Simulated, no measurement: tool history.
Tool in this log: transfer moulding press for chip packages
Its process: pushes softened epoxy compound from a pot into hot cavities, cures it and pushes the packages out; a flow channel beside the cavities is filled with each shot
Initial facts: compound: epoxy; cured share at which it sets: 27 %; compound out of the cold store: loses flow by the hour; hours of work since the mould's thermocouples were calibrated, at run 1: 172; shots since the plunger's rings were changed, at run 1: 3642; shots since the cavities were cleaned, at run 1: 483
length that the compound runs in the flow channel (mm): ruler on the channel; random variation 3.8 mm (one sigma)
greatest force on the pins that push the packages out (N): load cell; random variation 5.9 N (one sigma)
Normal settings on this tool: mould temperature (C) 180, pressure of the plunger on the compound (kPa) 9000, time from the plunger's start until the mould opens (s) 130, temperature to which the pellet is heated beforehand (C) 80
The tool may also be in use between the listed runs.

run   hour  mould temperature (C)  pressure of the plunger on the compound (kPa)  time from the plunger's start until the mould opens (s)  temperature to which the pellet is heated beforehand (C)  hours of work since the mould's thermocouples were calibrated  shots since the plunger's rings were changed  shots since the cavities were cleaned  incoming compound's hours out of the cold store  length that the compound runs in the flow channel (mm)  greatest force on the pins that push the packages out (N)
  1    0.0                    180                                           9000                                                      130                                                        80                                                            172                                          3642                                    483                                             13.4                                                     825                                                        293
  2    8.5                    180                                           9000                                                      130                                                        80                                                            176                                          3694                                    535                                             12.5                                                     825                                                        305
  3   23.2                    180                                           9000                                                      130                                                        80                                                            182                                          3786                                    627                                             14.9                                                     818                                                        316
  4   32.2                    180                                           9000                                                      130                                                        80                                                            187                                          3842                                    683                                             42.1                                                     736                                                        302
      40.4  -- cavities cleaned with cleaning compound and waxed
  5   49.0                    180                                           9000                                                      161                                                        80                                                            193                                          3937                                     54                                             38.3                                                     746                                                        201
  6   58.5                    180                                           9000                                                      161                                                        80                                                            198                                          3996                                    113                                             18.6                                                     804                                                        223
  7   70.6                    180                                           9000                                                      161                                                        80                                                            203                                          4071                                    188                                             37.2                                                     755                                                        231
  8   82.4                    187                                           9000                                                      161                                                        80                                                            208                                          4145                                    262                                             21.7                                                     775                                                        228
  9   97.7                    180                                           8850                                                      130                                                        80                                                            215                                          4239                                    356                                             20.4                                                     788                                                        294
 10  110.0                    182                                           9000                                                      130                                                        80                                                            221                                          4316                                    433                                             32.4                                                     756                                                        272
 11  124.5                    183                                           9000                                                      130                                                        80                                                            227                                          4406                                    523                                             37.5                                                     743                                                        274
     127.5  -- mould's thermocouples calibrated
 12  138.2                    180                                           9000                                                      130                                                        74                                                              5                                          4479                                    596                                             38.0                                                     740                                                        302
 13  148.8                    180                                           9000                                                      130                                                        74                                                              9                                          4545                                    662                                             10.4                                                     827                                                        310
     160.3  -- cavities cleaned with cleaning compound and waxed
 14  164.5                    180                                           9000                                                      130                                                        85                                                             16                                          4633                                     26                                             18.2                                                     796                                                        245
 15  173.0                    182                                           8460                                                      130                                                        85                                                             20                                          4686                                     79                                             37.4                                                     719                                                        244
 16  180.3                    183                                          10580                                                      157                                                        80                                                             23                                          4731                                    124                                             26.8                                                     826                                                        213
 17  190.5                    173                                           7260                                                      137                                                        88                                                             27                                          4795                                    188                                             12.6                                                     753                                                        384
 18  198.6                    184                                           9220                                                      130                                                        72                                                             31                                          4845                                    238                                             20.3                                                     792                                                        240
     205.6  -- mould's thermocouples calibrated, once more
 19  207.5                    178                                           8870                                                      130                                                        82                                                              1                                          4888                                    281                                             20.5                                                     789                                                        304
 20  215.4                    180                                          10940                                                      118                                                        71                                                              4                                          4937                                    330                                             17.5                                                     873                                                        310
 21  230.5                    173                                           6900                                                      121                                                        84                                                             11                                          5031                                    424                                             21.8                                                     704                                                        503
 22  237.6                    187                                           9000                                                      130                                                        80                                                             14                                          5075                                    468                                             20.0                                                     768                                                        257
 23  251.7                    177                                          10320                                                      130                                                        80                                                             21                                          5162                                    555                                             17.2                                                     866                                                        349
 24  262.0                    174                                           7730                                                      130                                                        80                                                             25                                          5227                                    620                                             26.4                                                     731                                                        422
 25  271.4                    174                                           8130                                                      130                                                        80                                                             29                                          5285                                    678                                             36.4                                                     722                                                        419
     280.1  -- cavities cleaned with cleaning compound and waxed
 26  284.5                    174                                           8130                                                      130                                                        80                                                             35                                          5357                                     27                                             37.4                                                     710                                                        299
 27  299.0                    174                                           8130                                                      130                                                        80                                                             41                                          5447                                    117                                             14.0                                                     782                                                        342
 28  313.7                    186                                           8380                                                      117                                                        86                                                             48                                          5538                                    208                                             42.3                                                     681                                                        242

Describe how what the log doesn't record of the tool's condition differs between the last listed run preceding each entry between runs and the first listed run following it.
Run 4 -> run 5: cavities cleaned with cleaning compound and waxed (hour 40.4)
  true mould temperature over the reading, C: -0.28 -> -0.29; pressure that reaches the compound, % of what is set: 91.34 -> 91.14; grip of the stained cavities, % over clean ones': 41.7 -> 6.8
  what was measured, less what the result would be without the hidden state, length that the compound runs in the flow channel (mm): -33 -> -35; greatest force on the pins that push the packages out (N): +94 -> +13
Run 11 -> run 12: mould's thermocouples calibrated (hour 127.5)
  true mould temperature over the reading, C: -0.34 -> -0.42; pressure that reaches the compound, % of what is set: 90.15 -> 89.98; grip of the stained cavities, % over clean ones': 37.2 -> 39.6
  what was measured, less what the result would be without the hidden state, length that the compound runs in the flow channel (mm): -38 -> -39; greatest force on the pins that push the packages out (N): +75 -> +89
Run 13 -> run 14: cavities cleaned with cleaning compound and waxed (hour 160.3)
  true mould temperature over the reading, C: -0.43 -> -0.44; pressure that reaches the compound, % of what is set: 89.82 -> 89.63; grip of the stained cavities, % over clean ones': 41.3 -> 6.3
  what was measured, less what the result would be without the hidden state, length that the compound runs in the flow channel (mm): -44 -> -44; greatest force on the pins that push the packages out (N): +96 -> +19
Run 18 -> run 19: mould's thermocouples calibrated, once more (hour 205.6)
  true mould temperature over the reading, C: -0.46 -> 0.16; pressure that reaches the compound, % of what is set: 89.17 -> 89.07; grip of the stained cavities, % over clean ones': 24.9 -> 27.5
  what was measured, less what the result would be without the hidden state, length that the compound runs in the flow channel (mm): -45 -> -48; greatest force on the pins that push the packages out (N): +50 -> +63
Run 25 -> run 26: cavities cleaned with cleaning compound and waxed (hour 280.1)
  true mould temperature over the reading, C: 0.12 -> 0.11; pressure that reaches the compound, % of what is set: 88.19 -> 88.04; grip of the stained cavities, % over clean ones': 42.8 -> 3.4
  what was measured, less what the result would be without the hidden state, length that the compound runs in the flow channel (mm): -48 -> -47; greatest force on the pins that push the packages out (N): +123 -> +7

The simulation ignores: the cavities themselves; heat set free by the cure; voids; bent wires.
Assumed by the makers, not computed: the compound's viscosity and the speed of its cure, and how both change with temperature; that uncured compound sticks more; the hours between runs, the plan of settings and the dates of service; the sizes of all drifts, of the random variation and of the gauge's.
